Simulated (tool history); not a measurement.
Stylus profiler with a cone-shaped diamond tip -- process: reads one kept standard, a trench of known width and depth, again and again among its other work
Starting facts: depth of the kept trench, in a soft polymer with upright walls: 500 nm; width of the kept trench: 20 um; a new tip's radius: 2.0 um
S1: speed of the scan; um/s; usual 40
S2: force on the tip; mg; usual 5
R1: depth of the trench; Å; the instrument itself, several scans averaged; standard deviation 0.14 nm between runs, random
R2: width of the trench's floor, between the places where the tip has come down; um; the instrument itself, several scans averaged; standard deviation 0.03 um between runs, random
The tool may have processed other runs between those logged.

run 1 hour=0 | S1=40 S2=5 | R1=5083.1 R2=17.12
run 2 hour=14 | S1=40 S2=5 | R1=5081.1 R2=17.13
run 3 hour=29.6 | S1=40 S2=5 | R1=5081.5 R2=17.13
run 4 hour=44.8 | S1=40 S2=5 | R1=5079.7 R2=17.11
run 5 hour=60 | S1=61 S2=5 | R1=5081.2 R2=17.05
run 6 hour=70.1 | S1=40 S2=5 | R1=5082.9 R2=17.05
run 7 hour=77.5 | S1=40 S2=5 | R1=5080.5 R2=17.13
run 8 hour=91.6 | S1=40 S2=5 | R1=5080.3 R2=17.08
-- hour=92.9 height scale calibrated on a step standard
run 9 hour=106.4 | S1=40 S2=5 | R1=5078.4 R2=17.06
run 10 hour=117.7 | S1=40 S2=5 | R1=5077.7 R2=17.06
run 11 hour=133 | S1=40 S2=5 | R1=5079.5 R2=17.05
run 12 hour=140 | S1=57 S2=2.14 | R1=5041.3 R2=16.91
run 13 hour=148.3 | S1=40 S2=10.12 | R1=5128.3 R2=17.11
run 14 hour=161.9 | S1=56 S2=5.14 | R1=5080.5 R2=17.02
run 15 hour=176.2 | S1=129 S2=11.65 | R1=5141 R2=16.88
-- hour=186.6 height scale calibrated on a step standard, once more
run 16 hour=186.6 | S1=89 S2=1.97 | R1=5044.1 R2=16.77
run 17 hour=200.3 | S1=151 S2=2.82 | R1=5057.2 R2=16.55
run 18 hour=215.4 | S1=18 S2=13.72 | R1=5163.2 R2=17.06
run 19 hour=228.4 | S1=33 S2=4.25 | R1=5074.1 R2=17
run 20 hour=243.2 | S1=40 S2=9.33 | R1=5125 R2=16.98
run 21 hour=251.1 | S1=40 S2=9.33 | R1=5125.4 R2=17.08
run 22 hour=258 | S1=20 S2=3.2 | R1=5062.7 R2=17.01

Each run again, without the hidden state but with its own random variation kept:
The tool's hidden condition here consists of: radius of the tip, um; height scale over the true one, %; drift of the gauge itself on depth_nm, %; drift of the gauge itself on floor_um, %.
run=1 R1=5084.7 R2=17.24
run=2 R1=5082.8 R2=17.26
run=3 R1=5083.3 R2=17.28
run=4 R1=5081.7 R2=17.26
run=5 R1=5083.3 R2=17.2
run=6 R1=5085.1 R2=17.21
run=7 R1=5082.8 R2=17.29
run=8 R1=5082.7 R2=17.25
run=9 R1=5082.5 R2=17.24
run=10 R1=5082 R2=17.24
run=11 R1=5083.8 R2=17.24
run=12 R1=5045.6 R2=17.1
run=13 R1=5132.8 R2=17.31
run=14 R1=5085.1 R2=17.22
run=15 R1=5145.8 R2=17.09
run=16 R1=5043.9 R2=16.98
run=17 R1=5057.1 R2=16.76
run=18 R1=5163.3 R2=17.28
run=19 R1=5074.3 R2=17.23
run=20 R1=5125.3 R2=17.22
run=21 R1=5125.8 R2=17.32
run=22 R1=5063.2 R2=17.25
